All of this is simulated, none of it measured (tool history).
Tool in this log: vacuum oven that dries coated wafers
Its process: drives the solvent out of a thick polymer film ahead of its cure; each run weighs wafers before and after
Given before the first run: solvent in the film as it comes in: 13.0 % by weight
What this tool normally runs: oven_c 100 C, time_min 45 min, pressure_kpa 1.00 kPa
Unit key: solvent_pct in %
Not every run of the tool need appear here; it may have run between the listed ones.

| run | day | oven_c | time_min | pressure_kpa | solvent_pct |
|---|---|---|---|---|---|
| 1 | 0.000 | 100 | 45 | 1.00 | 2.83 |
| 2 | 0.467 | 100 | 45 | 1.00 | 2.93 |
| 3 | 0.767 | 100 | 45 | 2.48 | 4.19 |
| 4 | 1.254 | 100 | 25 | 1.00 | 5.00 |
| 5 | 1.929 | 100 | 25 | 1.00 | 5.02 |
| 6 | 2.608 | 100 | 45 | 1.00 | 2.88 |
| 7 | 3.283 | 100 | 45 | 1.00 | 2.84 |
| 8 | 3.658 | 100 | 45 | 1.00 | 3.02 |
| 9 | 4.296 | 100 | 45 | 1.00 | 2.90 |
| 10 | 4.812 | 100 | 45 | 1.00 | 2.93 |
| 11 | 5.446 | 100 | 45 | 0.97 | 2.94 |
| 12 | 5.975 | 100 | 45 | 0.97 | 2.94 |
| 13 | 6.488 | 100 | 35 | 0.97 | 3.72 |
| 14 | 6.979 | 100 | 35 | 0.97 | 3.70 |
| 15 | 7.358 | 107 | 45 | 1.00 | 2.10 |
| 16 | 7.704 | 100 | 57 | 1.00 | 2.29 |
| 17 | 8.029 | 100 | 57 | 1.00 | 2.28 |
| 18 | 8.596 | 85 | 59 | 2.17 | 6.22 |
| 19 | 9.004 | 94 | 26 | 2.88 | 7.25 |
| 20 | 9.675 | 94 | 26 | 2.88 | 7.24 |
| 21 | 10.358 | 94 | 26 | 2.88 | 7.32 |
| 22 | 10.917 | 105 | 45 | 1.25 | 2.55 |
| 23 | 11.496 | 105 | 45 | 1.25 | 2.56 |
| 24 | 11.804 | 107 | 36 | 0.92 | 2.66 |
| 25 | 12.304 | 100 | 36 | 1.00 | 3.70 |
| 26 | 12.621 | 111 | 77 | 0.52 | 0.63 |
| 27 | 12.904 | 111 | 77 | 0.52 | 0.60 |
| 28 | 13.567 | 110 | 77 | 0.52 | 0.63 |
| 29 | 14.258 | 110 | 77 | 0.52 | 0.67 |
| 30 | 14.779 | 96 | 35 | 0.52 | 4.03 |
| 31 | 15.329 | 111 | 33 | 2.01 | 3.03 |
| 32 | 15.662 | 97 | 78 | 2.01 | 3.30 |
| 33 | 16.271 | 97 | 78 | 0.96 | 1.94 |
| 34 | 16.600 | 97 | 78 | 0.96 | 1.99 |

Hidden state or all else? Some run-to-run changes of solvent_pct, split into what the settings, what came in and random variation would give without the hidden state, and what is left for the hidden state (with any gauge scatter that isn't in both results):
Unlogged tool condition in this case: true wafer temperature over the reading, C; true pressure over the reading, kPa; drift of the gauge itself on solvent_pct, %.
Run 17 -> 18: oven_c 100 -> 85, time_min 57 -> 59, pressure_kpa 1.00 -> 2.17. solvent_pct +3.94 %: hidden state +0.11, all else +3.83.
Run 21 -> 22: oven_c 94 -> 105, time_min 26 -> 45, pressure_kpa 2.88 -> 1.25. solvent_pct -4.77 %: hidden state -0.04, all else -4.73.
Run 25 -> 26: oven_c 100 -> 111, time_min 36 -> 77, pressure_kpa 1.00 -> 0.52. solvent_pct -3.07 %: hidden state -0.09, all else -2.98.
Run 29 -> 30: oven_c 110 -> 96, time_min 77 -> 35. solvent_pct +3.36 %: hidden state +0.11, all else +3.25.

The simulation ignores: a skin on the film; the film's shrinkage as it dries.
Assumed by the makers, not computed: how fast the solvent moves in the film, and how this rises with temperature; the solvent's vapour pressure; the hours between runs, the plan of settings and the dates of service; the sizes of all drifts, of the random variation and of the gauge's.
